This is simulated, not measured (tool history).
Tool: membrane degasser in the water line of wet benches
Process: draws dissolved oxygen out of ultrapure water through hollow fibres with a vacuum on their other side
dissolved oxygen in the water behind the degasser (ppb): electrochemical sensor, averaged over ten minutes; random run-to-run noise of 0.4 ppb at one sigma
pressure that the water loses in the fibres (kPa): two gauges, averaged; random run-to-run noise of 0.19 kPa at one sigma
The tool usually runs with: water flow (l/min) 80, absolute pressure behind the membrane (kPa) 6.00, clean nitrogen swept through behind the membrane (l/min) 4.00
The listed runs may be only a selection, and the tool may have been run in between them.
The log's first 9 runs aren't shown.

run   hour  water flow (l/min)  absolute pressure behind the membrane (kPa)  clean nitrogen swept through behind the membrane (l/min)  dissolved oxygen in the water behind the degasser (ppb)  pressure that the water loses in the fibres (kPa)
 10  367.7                 123                                         6.00                                                      4.00                                                    210.9                                              89.45
 11  405.4                  80                                         6.00                                                      4.00                                                    132.7                                              58.34
 12  452.6                  80                                         6.00                                                      4.00                                                    132.0                                              58.22
 13  484.0                  80                                         6.00                                                      4.00                                                    132.5                                              57.67
 14  525.2                  80                                         6.00                                                      4.00                                                    131.8                                              57.98
 15  562.5                  80                                         6.00                                                      4.00                                                    133.1                                              58.20
 16  585.9                  80                                         6.00                                                      4.00                                                    132.3                                              57.93
 17  615.0                  87                                        14.01                                                      4.00                                                    500.7                                              63.56
 18  648.9                  80                                         5.99                                                     10.49                                                     56.8                                              58.23
 19  692.1                  80                                         5.99                                                     10.49                                                     56.8                                              58.50
 20  742.4                  80                                         5.99                                                     10.49                                                     56.7                                              58.30
 21  783.7                  80                                         5.99                                                     10.49                                                     56.7                                              58.17
 22  809.8                  80                                         5.99                                                      1.65                                                    268.7                                              58.19
     815.1  -- vacuum gauge calibrated
 23  863.6                  80                                         5.99                                                      1.65                                                    271.1                                              58.43
 24  897.4                  80                                         9.95                                                      8.68                                                    151.8                                              58.40

Expected results for the next run?
 25  948.4                  80                                         9.95                                                      8.68                                                        ?                                                  ?

Run 25 yielded dissolved oxygen in the water behind the degasser (ppb) 152.9, pressure that the water loses in the fibres (kPa) 58.51.
On a tool with no hidden condition, and with the same random variation, this run would have come out at dissolved oxygen in the water behind the degasser (ppb) 148.8, pressure that the water loses in the fibres (kPa) 57.84.
